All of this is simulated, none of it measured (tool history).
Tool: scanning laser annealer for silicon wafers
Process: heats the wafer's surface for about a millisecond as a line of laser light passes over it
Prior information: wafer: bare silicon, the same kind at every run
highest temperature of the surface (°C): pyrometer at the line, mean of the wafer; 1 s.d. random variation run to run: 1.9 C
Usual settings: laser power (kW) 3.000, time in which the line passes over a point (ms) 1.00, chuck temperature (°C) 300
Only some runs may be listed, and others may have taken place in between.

run    hour  laser power (kW)  time in which the line passes over a point (ms)  chuck temperature (°C)  highest temperature of the surface (°C)
  1     0.0             3.000                                             1.00                     300                                     1098
  2    44.9             3.000                                             1.00                     300                                     1098
  3    76.4             3.203                                             1.00                     300                                     1150
  4   123.2             3.128                                             1.00                     300                                     1128
  5   146.0             3.000                                             1.00                     279                                     1074
  6   191.6             3.000                                             1.00                     279                                     1071
  7   230.6             3.000                                             1.00                     272                                     1061
  8   256.0             3.000                                             1.00                     272                                     1062
  9   282.9             3.000                                             0.79                     300                                     1014
 10   309.4             3.000                                             0.79                     300                                     1012
 11   354.5             3.000                                             0.79                     300                                     1011
 12   404.3             3.000                                             0.79                     282                                      990
 13   452.4             3.000                                             0.79                     282                                      987
 14   492.7             3.000                                             1.00                     300                                     1113
 15   526.3             3.000                                             1.00                     278                                     1094
 16   559.3             3.000                                             1.00                     278                                     1093
 17   591.7             3.000                                             1.00                     278                                     1090
 18   618.0             3.000                                             1.00                     300                                     1113
 19   667.3             3.000                                             1.00                     300                                     1110
 20   708.4             2.677                                             1.00                     300                                     1019
 21   743.8             2.806                                             1.12                     337                                     1126
 22   774.4             3.137                                             0.84                     327                                     1109
 23   796.8             2.991                                             0.74                     337                                     1044
 24   830.0             2.571                                             1.03                     325                                     1019
 25   877.8             3.281                                             0.99                     298                                     1171
 26   906.3             3.294                                             0.99                     298                                     1175
 27   928.8             3.294                                             0.99                     298                                     1178
 28   960.7             3.000                                             0.81                     320                                     1051
 29  1007.1             2.795                                             0.81                     306                                      985
 30  1030.5             3.019                                             1.25                     334                                     1212
 31  1066.8             3.278                                             0.81                     268                                     1066
 32  1113.8             3.248                                             1.00                     288                                     1150
 33  1143.4             3.248                                             1.00                     288                                     1147
 34  1195.9             3.117                                             1.00                     300                                     1119
 35  1219.3             3.068                                             0.96                     263                                     1055
 36  1258.4             3.039                                             1.00                     307                                     1102
 37  1308.1             3.039                                             1.00                     307                                     1103
 38  1355.4             3.136                                             0.72                     327                                     1049
 39  1382.7             2.938                                             1.00                     300                                     1079
 40  1415.4             2.938                                             1.00                     300                                     1076

Not shown here: 2 entries made in the log between runs. Locate each between two listed runs and compare the hidden state at the listed run before it with the hidden state at the listed run after it:
Between runs 13 and 14: window over the wafer cleaned (hour 462.8)
  light that passes the window, % of a clean one's: 95.37 -> 99.66; width of the line over the set one, %: 1.19 -> 1.27
  measured value less the no-hidden-state value, highest temperature of the surface (°C): -45 -> -13
Between runs 37 and 38: optics aligned, line set to its width (hour 1336.4)
  light that passes the window, % of a clean one's: 96.78 -> 96.61; laser's true power over the reading, %: -0.63 -> -0.64; width of the line over the set one, %: 2.81 -> 0.22
  measured value less the no-hidden-state value, highest temperature of the surface (°C): -47 -> -32

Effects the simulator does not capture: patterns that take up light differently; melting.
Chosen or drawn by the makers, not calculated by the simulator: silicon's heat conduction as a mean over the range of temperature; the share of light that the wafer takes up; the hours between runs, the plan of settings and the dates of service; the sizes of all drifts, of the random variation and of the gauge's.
